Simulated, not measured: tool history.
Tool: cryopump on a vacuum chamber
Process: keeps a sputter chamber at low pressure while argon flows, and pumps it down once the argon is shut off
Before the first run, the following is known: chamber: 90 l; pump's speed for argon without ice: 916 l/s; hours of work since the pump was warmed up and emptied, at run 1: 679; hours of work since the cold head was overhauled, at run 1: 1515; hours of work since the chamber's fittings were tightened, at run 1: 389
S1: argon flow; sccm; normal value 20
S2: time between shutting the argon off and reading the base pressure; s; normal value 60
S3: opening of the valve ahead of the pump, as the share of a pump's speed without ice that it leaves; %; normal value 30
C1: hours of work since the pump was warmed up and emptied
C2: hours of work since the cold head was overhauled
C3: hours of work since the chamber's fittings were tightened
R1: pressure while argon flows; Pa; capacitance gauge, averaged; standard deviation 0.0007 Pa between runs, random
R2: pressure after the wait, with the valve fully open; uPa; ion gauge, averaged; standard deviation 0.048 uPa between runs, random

| run | hour | S1 | S2 | S3 | C1 | C2 | C3 | R1 | R2 |
|---|---|---|---|---|---|---|---|---|---|
| 1 | 0.0 | 20 | 60 | 30 | 679 | 1515 | 389 | 0.1372 | 3.61 |
| 2 | 54.4 | 20 | 60 | 29 | 725 | 1561 | 435 | 0.1420 | 3.75 |
| 3 | 97.3 | 20 | 60 | 29 | 761 | 1597 | 471 | 0.1437 | 3.83 |
| 4 | 130.5 | 20 | 120 | 30 | 789 | 1625 | 499 | 0.1408 | 2.53 |
|  | 151.2 | pump warmed up, emptied and cooled again |
| 5 | 196.3 | 20 | 120 | 30 | 38 | 1676 | 551 | 0.1249 | 2.25 |
| 6 | 223.9 | 20 | 60 | 30 | 61 | 1699 | 574 | 0.1250 | 3.60 |
| 7 | 255.7 | 20 | 60 | 30 | 88 | 1726 | 601 | 0.1259 | 3.58 |
| 8 | 282.1 | 20 | 60 | 30 | 110 | 1748 | 623 | 0.1245 | 3.73 |
| 9 | 338.2 | 20 | 60 | 30 | 157 | 1795 | 670 | 0.1265 | 3.68 |
| 10 | 366.2 | 20 | 60 | 30 | 181 | 1819 | 693 | 0.1274 | 3.78 |
| 11 | 410.7 | 20 | 60 | 30 | 218 | 1856 | 731 | 0.1286 | 3.83 |
| 12 | 443.6 | 20 | 60 | 30 | 246 | 1884 | 759 | 0.1270 | 3.86 |
| 13 | 477.0 | 20 | 60 | 19 | 274 | 1912 | 787 | 0.1997 | 3.93 |
| 14 | 529.2 | 20 | 60 | 19 | 318 | 1956 | 831 | 0.2025 | 4.01 |
| 15 | 580.7 | 20 | 60 | 19 | 362 | 1999 | 874 | 0.2037 | 4.22 |
| 16 | 632.9 | 20 | 60 | 18 | 406 | 2043 | 918 | 0.2143 | 4.18 |
| 17 | 692.3 | 20 | 60 | 18 | 456 | 2093 | 968 | 0.2153 | 4.26 |
| 18 | 727.2 | 16 | 104 | 22 | 485 | 2123 | 997 | 0.1424 | 3.35 |
| 19 | 777.4 | 16 | 104 | 22 | 527 | 2165 | 1040 | 0.1427 | 3.32 |
| 20 | 825.9 | 11 | 43 | 48 | 568 | 2206 | 1081 | 0.0504 | 5.57 |
| 21 | 873.7 | 26 | 114 | 46 | 608 | 2246 | 1121 | 0.1239 | 3.52 |
| 22 | 925.1 | 8 | 234 | 31 | 651 | 2289 | 1164 | 0.0550 | 2.82 |
| 23 | 974.6 | 8 | 234 | 31 | 693 | 2331 | 1206 | 0.0540 | 2.99 |
| 24 | 1028.7 | 26 | 60 | 37 | 739 | 2377 | 1251 | 0.1540 | 5.04 |
| 25 | 1071.8 | 36 | 60 | 17 | 775 | 2413 | 1288 | 0.4281 | 5.08 |
|  | 1095.9 | leaking fittings of the chamber tightened, without venting |
|  | 1111.4 | pump warmed up, emptied and cooled again |
| 26 | 1135.6 | 20 | 123 | 44 | 20 | 2461 | 29 | 0.0861 | 1.69 |
| 27 | 1160.7 | 20 | 123 | 44 | 41 | 2482 | 50 | 0.0856 | 1.62 |
| 28 | 1220.5 | 20 | 123 | 44 | 92 | 2532 | 101 | 0.0883 | 1.70 |
| 29 | 1245.6 | 23 | 288 | 22 | 113 | 2553 | 122 | 0.1971 | 0.99 |
| 30 | 1271.8 | 16 | 34 | 41 | 135 | 2575 | 144 | 0.0757 | 5.04 |
| 31 | 1303.8 | 16 | 34 | 41 | 162 | 2602 | 171 | 0.0761 | 4.97 |
| 32 | 1351.4 | 23 | 21 | 37 | 202 | 2642 | 211 | 0.1212 | 7.94 |
| 33 | 1377.6 | 23 | 21 | 37 | 224 | 2664 | 233 | 0.1215 | 7.92 |

What differs in the tool's unlogged condition from the final listed run ahead of each entry between runs to the first listed run following it?
In the gap between runs 4 and 5: pump warmed up, emptied and cooled again (hour 151.2)
  pump's speed, % of a pump's without ice: 69.5 -> 98.3; cold plate's temperature, K: 13.38 -> 13.41; leak into the chamber, uPa l/s: 798 -> 846
  what was measured, less what the result would be without the hidden state, R1: +0.0177 -> +0.0017 Pa; R2: +0.95 -> +0.64 uPa
In the gap between runs 25 and 26: leaking fittings of the chamber tightened, without venting (hour 1095.9); pump warmed up, emptied and cooled again (hour 1111.4)
  pump's speed, % of a pump's without ice: 67.7 -> 98.9; cold plate's temperature, K: 13.93 -> 13.96; leak into the chamber, uPa l/s: 1562 -> 333
  what was measured, less what the result would be without the hidden state, R1: +0.0358 -> +0.0019 Pa; R2: +2.23 -> +0.06 uPa
